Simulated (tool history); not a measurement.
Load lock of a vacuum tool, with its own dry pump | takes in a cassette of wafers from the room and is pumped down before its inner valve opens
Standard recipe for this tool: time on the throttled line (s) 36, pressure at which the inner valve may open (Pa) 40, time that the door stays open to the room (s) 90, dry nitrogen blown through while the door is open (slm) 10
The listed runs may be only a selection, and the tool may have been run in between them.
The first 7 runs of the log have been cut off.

| run | hour | time on the throttled line (s) | pressure at which the inner valve may open (Pa) | time that the door stays open to the room (s) | dry nitrogen blown through while the door is open (slm) | incoming humidity of the room's air, % | time from the closed door until the inner valve may open (s) | rise of the pressure with all valves shut (Pa/min) |
|---|---|---|---|---|---|---|---|---|
|  | 1391.3 | door's seal changed, seat wiped |
| 8 | 1440.6 | 36 | 32 | 90 | 10 | 46 | 85.3 | 0.055 |
| 9 | 1612.5 | 36 | 32 | 90 | 10 | 41.6 | 85.2 | 0.062 |
| 10 | 1867.3 | 36 | 32 | 237 | 10 | 47.5 | 85.2 | 0.106 |
| 11 | 2065.7 | 36 | 32 | 237 | 10 | 43.9 | 86.5 | 0.112 |
| 12 | 2302.3 | 36 | 32 | 237 | 10 | 44.1 | 86.3 | 0.13 |
| 13 | 2461.4 | 36 | 32 | 237 | 10 | 44.2 | 87.2 | 0.144 |
| 14 | 2633.7 | 36 | 32 | 237 | 10 | 44.9 | 86.4 | 0.164 |
| 15 | 2878.1 | 36 | 50 | 90 | 10 | 47.4 | 81.9 | 0.174 |
| 16 | 2995 | 66 | 30 | 217 | 18 | 47.1 | 107.3 | 0.194 |
| 17 | 3191 | 66 | 30 | 217 | 18 | 46 | 108.8 | 0.228 |
| 18 | 3412 | 66 | 30 | 217 | 18 | 47.4 | 109.2 | 0.256 |
| 19 | 3654 | 36 | 40 | 47 | 10 | 45.8 | 84.2 | 0.264 |
| 20 | 3812.5 | 43 | 31 | 47 | 10 | 45.9 | 91.6 | 0.291 |
| 21 | 4010.3 | 43 | 31 | 47 | 10 | 45.7 | 92 | 0.322 |
| 22 | 4257.7 | 43 | 31 | 47 | 10 | 46.9 | 92.6 | 0.378 |
| 23 | 4516 | 43 | 31 | 47 | 9 | 45.3 | 92.2 | 0.408 |
| 24 | 4732.4 | 43 | 31 | 47 | 9 | 43.2 | 91.9 | 0.463 |
| 25 | 4942.9 | 43 | 31 | 47 | 9 | 39.3 | 92.6 | 0.511 |
| 26 | 5114.3 | 43 | 31 | 47 | 9 | 42.8 | 92.1 | 0.545 |
| 27 | 5300.6 | 36 | 40 | 121 | 10 | 42.8 | 85.5 | 0.597 |
| 28 | 5490.6 | 36 | 33 | 121 | 10 | 46.7 | 86.3 | 0.643 |
| 29 | 5627.7 | 36 | 33 | 121 | 10 | 42.9 | 87.1 | 0.69 |
|  | 5774.8 | door's seal changed, seat wiped |
| 30 | 5888.4 | 36 | 80 | 36 | 10 | 43.4 | 81 | 0.042 |

Alternative continuations, all from the tool just after run 30; predict every row:
| A | 6104.4 | 31 | 80 | 36 | 10 | 42.4 | ? | ? |
| B | 6104.4 | 63 | 63 | 36 | 7 | 45.9 | ? | ? |
| C | 6104.4 | 36 | 80 | 139 | 5 | 47.8 | ? | ? |

| run | time from the closed door until the inner valve may open (s) | rise of the pressure with all valves shut (Pa/min) |
|---|---|---|
| A | 77.8 | 0.054 |
| B | 101.5 | 0.064 |
| C | 80.6 | 0.093 |
Take away the tool's hidden state, keep each run's random variation, and the runs would have read:
| run | time from the closed door until the inner valve may open (s) | rise of the pressure with all valves shut (Pa/min) |
|---|---|---|
| A | 71 | 0.036 |
| B | 95.8 | 0.045 |
| C | 74 | 0.074 |
